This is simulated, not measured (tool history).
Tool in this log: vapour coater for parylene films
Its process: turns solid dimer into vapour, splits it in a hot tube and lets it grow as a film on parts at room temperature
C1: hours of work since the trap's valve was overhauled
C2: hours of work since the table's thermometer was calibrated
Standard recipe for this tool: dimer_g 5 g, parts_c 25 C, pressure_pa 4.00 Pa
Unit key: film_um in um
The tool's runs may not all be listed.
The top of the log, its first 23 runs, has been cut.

Run 24, hour 734.6: usual settings but dimer_g 8 g; C1 96; C2 711. Result: film_um 2.19 um.
Run 25, hour 767.1: usual settings but parts_c 35 C, pressure_pa 2.25 Pa; C1 117; C2 732. Result: film_um 0.93 um.
Run 26, hour 790.4: usual settings; C1 132; C2 747. Result: film_um 1.37 um.
Run 27, hour 823.0: usual settings but dimer_g 2 g, parts_c 29 C; C1 153; C2 769. Result: film_um 0.47 um.
Run 28, hour 857.1: usual settings but dimer_g 2 g, parts_c 29 C; C1 176; C2 791. Result: film_um 0.46 um.
Run 29, hour 900.3: usual settings but dimer_g 2 g, parts_c 29 C; C1 204; C2 819. Result: film_um 0.46 um.
Run 30, hour 938.0: usual settings but dimer_g 3 g, parts_c 36 C, pressure_pa 6.85 Pa; C1 228; C2 844. Result: film_um 0.49 um.
Run 31, hour 970.7: usual settings but dimer_g 4 g, parts_c 31 C, pressure_pa 2.04 Pa; C1 250; C2 865. Result: film_um 0.86 um.
Run 32, hour 1005.5: usual settings but dimer_g 4 g, parts_c 31 C, pressure_pa 10.47 Pa; C1 273; C2 888. Result: film_um 0.79 um.
Run 33, hour 1032.3: usual settings but dimer_g 4 g, parts_c 31 C, pressure_pa 10.47 Pa; C1 290; C2 905. Result: film_um 0.76 um.
Run 34, hour 1056.6: usual settings but dimer_g 4 g, parts_c 18 C, pressure_pa 5.47 Pa; C1 306; C2 921. Result: film_um 1.39 um.
Run 35, hour 1097.7: usual settings but dimer_g 4 g, parts_c 18 C, pressure_pa 5.47 Pa; C1 333; C2 948. Result: film_um 1.43 um.
Run 36, hour 1124.7: usual settings but dimer_g 4 g, parts_c 18 C, pressure_pa 5.11 Pa; C1 350; C2 966. Result: film_um 1.42 um.
Run 37, hour 1147.7: usual settings but dimer_g 3 g, pressure_pa 4.34 Pa; C1 365; C2 981. Result: film_um 0.78 um.
Run 38, hour 1175.1: usual settings but dimer_g 3 g, parts_c 20 C, pressure_pa 2.66 Pa; C1 383; C2 999. Result: film_um 1.00 um.

Run 39 is up next; what results do you expect?
Run 39, hour 1213.7: usual settings but dimer_g 3 g, parts_c 20 C, pressure_pa 2.66 Pa; C1 409; C2 1024. Result: film_um ?.

For run 39 the tool returned film_um 1.02 um.
The same run, on a tool lacking any hidden state, would have yielded film_um 1.04 um.
